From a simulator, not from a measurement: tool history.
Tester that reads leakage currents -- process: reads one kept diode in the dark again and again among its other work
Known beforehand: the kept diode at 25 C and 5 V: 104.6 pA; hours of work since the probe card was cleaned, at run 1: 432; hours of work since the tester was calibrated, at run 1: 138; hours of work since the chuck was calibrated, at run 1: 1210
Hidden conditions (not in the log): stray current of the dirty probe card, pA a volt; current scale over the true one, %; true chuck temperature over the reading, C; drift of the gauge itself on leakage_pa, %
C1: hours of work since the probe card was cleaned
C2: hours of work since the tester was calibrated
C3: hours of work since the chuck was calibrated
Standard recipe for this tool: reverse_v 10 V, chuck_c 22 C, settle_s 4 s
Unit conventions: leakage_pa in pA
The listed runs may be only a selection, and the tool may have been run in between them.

run 1 hour=0 | reverse_v=10 chuck_c=22 settle_s=4 | C1=432 C2=138 C3=1210 | leakage_pa=123.55
run 2 hour=43.4 | reverse_v=10 chuck_c=22 settle_s=4 | C1=450 C2=157 C3=1228 | leakage_pa=124.25
run 3 hour=96.1 | reverse_v=10 chuck_c=22 settle_s=4 | C1=472 C2=179 C3=1251 | leakage_pa=124.55
run 4 hour=145.5 | reverse_v=10 chuck_c=22 settle_s=4 | C1=493 C2=200 C3=1271 | leakage_pa=124.92
run 5 hour=210.1 | reverse_v=1.8 chuck_c=22 settle_s=4 | C1=520 C2=227 C3=1298 | leakage_pa=66.06
run 6 hour=266.1 | reverse_v=10 chuck_c=55 settle_s=4 | C1=544 C2=250 C3=1322 | leakage_pa=1358.06
run 7 hour=315.5 | reverse_v=2.5 chuck_c=22 settle_s=4 | C1=564 C2=271 C3=1343 | leakage_pa=74.8
run 8 hour=349 | reverse_v=2.5 chuck_c=22 settle_s=4 | C1=578 C2=285 C3=1357 | leakage_pa=74.79
run 9 hour=408.5 | reverse_v=2.5 chuck_c=22 settle_s=4 | C1=603 C2=310 C3=1382 | leakage_pa=74.83
run 10 hour=458.4 | reverse_v=10 chuck_c=35 settle_s=4 | C1=624 C2=331 C3=1403 | leakage_pa=339.78
run 11 hour=518.6 | reverse_v=10 chuck_c=35 settle_s=4 | C1=650 C2=356 C3=1428 | leakage_pa=342.28
run 12 hour=548.1 | reverse_v=10 chuck_c=22 settle_s=1.5 | C1=662 C2=369 C3=1440 | leakage_pa=128.34
run 13 hour=610.6 | reverse_v=10 chuck_c=22 settle_s=4 | C1=688 C2=395 C3=1467 | leakage_pa=128.37
run 14 hour=663.2 | reverse_v=10 chuck_c=25 settle_s=4 | C1=710 C2=417 C3=1489 | leakage_pa=162.51
run 15 hour=710.7 | reverse_v=10 chuck_c=25 settle_s=4 | C1=730 C2=437 C3=1509 | leakage_pa=162.31
run 16 hour=746.9 | reverse_v=10 chuck_c=22 settle_s=6.86 | C1=746 C2=452 C3=1524 | leakage_pa=129.43
run 17 hour=793.2 | reverse_v=10 chuck_c=22 settle_s=6.86 | C1=765 C2=472 C3=1543 | leakage_pa=130.2
run 18 hour=856.4 | reverse_v=10 chuck_c=22 settle_s=6.86 | C1=792 C2=498 C3=1570 | leakage_pa=130.86
run 19 hour=917.4 | reverse_v=10 chuck_c=22 settle_s=6.86 | C1=817 C2=524 C3=1595 | leakage_pa=130.7
run 20 hour=971.1 | reverse_v=10 chuck_c=22 settle_s=6.86 | C1=840 C2=546 C3=1618 | leakage_pa=131.08
run 21 hour=1021.7 | reverse_v=6.6 chuck_c=34 settle_s=10 | C1=861 C2=568 C3=1639 | leakage_pa=278.67
run 22 hour=1079.9 | reverse_v=6.6 chuck_c=34 settle_s=10 | C1=885 C2=592 C3=1664 | leakage_pa=279.06
run 23 hour=1143.5 | reverse_v=1.4 chuck_c=22 settle_s=4 | C1=912 C2=619 C3=1690 | leakage_pa=62.59
run 24 hour=1196 | reverse_v=1.4 chuck_c=39 settle_s=0.87 | C1=934 C2=641 C3=1712 | leakage_pa=228.91
run 25 hour=1246.6 | reverse_v=13.2 chuck_c=26 settle_s=0.58 | C1=955 C2=662 C3=1734 | leakage_pa=204.35
run 26 hour=1297.5 | reverse_v=13.2 chuck_c=26 settle_s=0.58 | C1=977 C2=683 C3=1755 | leakage_pa=204.9
run 27 hour=1330.6 | reverse_v=9.2 chuck_c=44 settle_s=0.67 | C1=991 C2=697 C3=1769 | leakage_pa=654.05
run 28 hour=1380 | reverse_v=6.8 chuck_c=50 settle_s=8.95 | C1=1011 C2=718 C3=1790 | leakage_pa=881.29
run 29 hour=1442.3 | reverse_v=2.6 chuck_c=40 settle_s=9.36 | C1=1038 C2=744 C3=1816 | leakage_pa=309.51
-- hour=1490.8 chuck's temperature calibrated
run 30 hour=1491.4 | reverse_v=2.6 chuck_c=40 settle_s=2.87 | C1=1057 C2=764 C3=0 | leakage_pa=260.67
run 31 hour=1555.7 | reverse_v=2.6 chuck_c=40 settle_s=2.87 | C1=1084 C2=791 C3=27 | leakage_pa=261.15
run 32 hour=1599.3 | reverse_v=3.5 chuck_c=40 settle_s=1.13 | C1=1103 C2=809 C3=46 | leakage_pa=293.05
run 33 hour=1641.3 | reverse_v=1.2 chuck_c=52 settle_s=7.97 | C1=1120 C2=827 C3=63 | leakage_pa=459.74
run 34 hour=1689.3 | reverse_v=3.3 chuck_c=22 settle_s=0.7 | C1=1140 C2=847 C3=83 | leakage_pa=73.92
run 35 hour=1741.7 | reverse_v=3.3 chuck_c=22 settle_s=0.7 | C1=1162 C2=869 C3=105 | leakage_pa=74.19
run 36 hour=1804.8 | reverse_v=1.4 chuck_c=33 settle_s=7.61 | C1=1189 C2=896 C3=132 | leakage_pa=125.4
run 37 hour=1855.7 | reverse_v=1.4 chuck_c=22 settle_s=4 | C1=1210 C2=917 C3=153 | leakage_pa=53.53
run 38 hour=1882.3 | reverse_v=1.4 chuck_c=22 settle_s=4 | C1=1221 C2=928 C3=164 | leakage_pa=53.23
run 39 hour=1925.7 | reverse_v=2.2 chuck_c=36 settle_s=3.74 | C1=1240 C2=946 C3=183 | leakage_pa=187.35
run 40 hour=1990 | reverse_v=2.2 chuck_c=36 settle_s=3.74 | C1=1267 C2=973 C3=210 | leakage_pa=187.36

Hidden condition of the tool, last listed run before each entry between runs versus first listed run after:
Runs 29 to 30: chuck's temperature calibrated (hour 1490.8)
  stray current of the dirty probe card, pA a volt: 0.823 -> 0.838; current scale over the true one, %: -0.76 -> -0.78; true chuck temperature over the reading, C: 2.42 -> -0.03
  measured value less the no-hidden-state value, leakage_pa: +49.48 -> -0.48 pA

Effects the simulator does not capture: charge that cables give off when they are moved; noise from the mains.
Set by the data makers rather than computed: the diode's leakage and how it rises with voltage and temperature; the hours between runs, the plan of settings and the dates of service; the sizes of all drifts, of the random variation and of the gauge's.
